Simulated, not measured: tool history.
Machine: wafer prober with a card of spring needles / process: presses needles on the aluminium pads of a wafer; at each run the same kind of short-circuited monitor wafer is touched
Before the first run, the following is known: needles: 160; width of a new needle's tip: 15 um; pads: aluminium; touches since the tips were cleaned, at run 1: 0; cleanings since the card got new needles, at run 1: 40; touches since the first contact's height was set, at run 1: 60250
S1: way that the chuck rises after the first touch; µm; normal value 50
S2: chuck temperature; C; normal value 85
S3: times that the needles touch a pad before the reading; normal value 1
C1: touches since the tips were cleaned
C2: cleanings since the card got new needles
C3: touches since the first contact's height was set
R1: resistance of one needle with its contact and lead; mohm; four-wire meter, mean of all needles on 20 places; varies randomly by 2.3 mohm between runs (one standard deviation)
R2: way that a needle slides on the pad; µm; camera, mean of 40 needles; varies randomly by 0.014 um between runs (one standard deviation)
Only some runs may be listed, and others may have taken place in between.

run   hour  S1   S2  S3    C1   C2     C3   R1    R2
  1      0  50   85   1     0   40  60250  281  6.45
       9.2  -- tips cleaned on abrasive film
      18.2  -- tips cleaned on abrasive film
      26.4  -- tips cleaned on abrasive film
  2   30.3  50   85   1  1588   43  72502  328   6.4
      34.1  -- tips cleaned on abrasive film
      42.9  -- tips cleaned on abrasive film
        45  -- height of the first contact set anew
      52.2  -- tips cleaned on abrasive film
  3   52.9  50   85   1   258   46   3162  278  6.63
      60.1  -- tips cleaned on abrasive film
  4   67.1  50   85   1  2894   47   8962  340  6.61
      68.5  -- tips cleaned on abrasive film
      76.6  -- tips cleaned on abrasive film
      84.8  -- tips cleaned on abrasive film
      93.5  -- tips cleaned on abrasive film
  5   94.6  50   85   1   423   51  20001  282  6.59
     101.7  -- tips cleaned on abrasive film
     110.1  -- tips cleaned on abrasive film
       119  -- tips cleaned on abrasive film
  6  123.6  50   85   2  1850   54  31738  301  6.53
     126.9  -- tips cleaned on abrasive film
       136  -- tips cleaned on abrasive film
     145.3  -- tips cleaned on abrasive film
  7  147.4  50   85   2   848   57  41361  284  6.51
     153.7  -- tips cleaned on abrasive film
     161.9  -- tips cleaned on abrasive film
  8  167.7  50   85   2  2379   59  49591  310   6.5
       171  -- tips cleaned on abrasive film
     180.1  -- tips cleaned on abrasive film
     188.7  -- tips cleaned on abrasive film
  9  194.6  50   85   2  2424   62  60446  310  6.48
     196.2  -- tips cleaned on abrasive film
     205.1  -- tips cleaned on abrasive film
     214.4  -- tips cleaned on abrasive film
 10  219.7  50   85   2  2156   65  70589  312  6.44
     223.5  -- tips cleaned on abrasive film
       231  -- tips cleaned on abrasive film
     239.5  -- tips cleaned on abrasive film
     239.8  -- height of the first contact set anew
 11  246.7  32   85   1  2847   68   2847  454  4.25
     248.7  -- tips cleaned on abrasive film
     257.6  -- tips cleaned on abrasive film
     266.6  -- tips cleaned on abrasive film
 12  266.6  50   85   1     0   71  10825  272  6.61
     275.7  -- tips cleaned on abrasive film
     285.1  -- tips cleaned on abrasive film
 13  292.1  50   85   1  2886   73  21191  347  6.58
     294.1  -- tips cleaned on abrasive film
     302.9  -- tips cleaned on abrasive film
 14  306.8  50   85   1  1584   75  27098  324  6.56
     310.6  -- tips cleaned on abrasive film
     319.4  -- tips cleaned on abrasive film
     328.1  -- tips cleaned on abrasive film
       337  -- tips cleaned on abrasive film
 15    337  50   85   1     0   79  39308  274  6.49
     344.8  -- tips cleaned on abrasive film
     353.8  -- tips cleaned on abrasive film
 16  356.8  60   85   1  1243   81  47315  296  7.82
       362  -- tips cleaned on abrasive film
     370.3  -- tips cleaned on abrasive film
     379.5  -- tips cleaned on abrasive film
 17  381.1  60   85   1   650   84  57098  288  7.79
     387.9  -- tips cleaned on abrasive film
     397.1  -- tips cleaned on abrasive film
     405.8  -- tips cleaned on abrasive film
 18  411.6  60   85   1  2362   87  69444  316  7.73
     413.5  -- tips cleaned on abrasive film
       421  -- tips cleaned on abrasive film
     428.7  -- tips cleaned on abrasive film
     434.4  -- height of the first contact set anew
 19  434.4  60   85   1  2242   90      0  306  7.98
     438.2  -- tips cleaned on abrasive film
     446.9  -- tips cleaned on abrasive film
     456.2  -- tips cleaned on abrasive film
 20  456.5  60  101   1   131   93   8882  273  7.94
     463.6  -- tips cleaned on abrasive film
     471.9  -- tips cleaned on abrasive film
 21  477.6  60   25   1  2356   95  17448  299  7.91
     479.6  -- tips cleaned on abrasive film
     488.5  -- tips cleaned on abrasive film
     497.3  -- tips cleaned on abrasive film
 22  497.3  50   30   2     0   98  25350  257  6.56
     506.1  -- tips cleaned on abrasive film
     515.4  -- tips cleaned on abrasive film
     523.7  -- tips cleaned on abrasive film
 23  524.3  50  111   2   236  101  36279  286   6.5
     531.7  -- tips cleaned on abrasive film
 24  538.7  35   43   2  2875  102  42128  396  4.52
     540.6  -- tips cleaned on abrasive film
     548.9  -- tips cleaned on abrasive film
     556.4  -- tips cleaned on abrasive film
 25  558.7  43   94   2   956  105  50201  308  5.54
     564.4  -- tips cleaned on abrasive film
     573.1  -- tips cleaned on abrasive film
 26  573.2  40   39   1    32  107  56024  282  5.12
     581.5  -- tips cleaned on abrasive film
     589.8  -- tips cleaned on abrasive film
 27  589.8  50   85   3     0  109  62720  267  6.43
     598.7  -- tips cleaned on abrasive film
 28  603.1  50   85   3  1814  110  68149  295  6.42
     606.9  -- tips cleaned on abrasive film
     615.7  -- tips cleaned on abrasive film
 29  622.5  40   27   1  2753  112  75963  433  5.06

Predict each of these 4 candidate next runs independently; none follows another, all start after run 29:
     624.1  -- tips cleaned on abrasive film
     629.2  -- height of the first contact set anew
     632.9  -- tips cleaned on abrasive film
  A  635.7  39  115   2  1168  114  2614   ?   ?
     624.1  -- tips cleaned on abrasive film
     629.2  -- height of the first contact set anew
     632.9  -- tips cleaned on abrasive film
  B  635.7  33   75   1  1168  114  2614   ?   ?
     624.1  -- tips cleaned on abrasive film
     629.2  -- height of the first contact set anew
     632.9  -- tips cleaned on abrasive film
  C  635.7  38   26   2  1168  114  2614   ?   ?
     624.1  -- tips cleaned on abrasive film
     629.2  -- height of the first contact set anew
     632.9  -- tips cleaned on abrasive film
  D  635.7  50   39   1  1168  114  2614   ?   ?

run   R1    R2
  A  329  5.16
  B  380  4.37
  C  310  5.05
  D  299  6.65
Take away the tool's hidden state, keep each run's random variation, and the runs would have read:
run   R1    R2
  A  280  5.17
  B  270  4.38
  C  253  5.06
  D  246  6.66
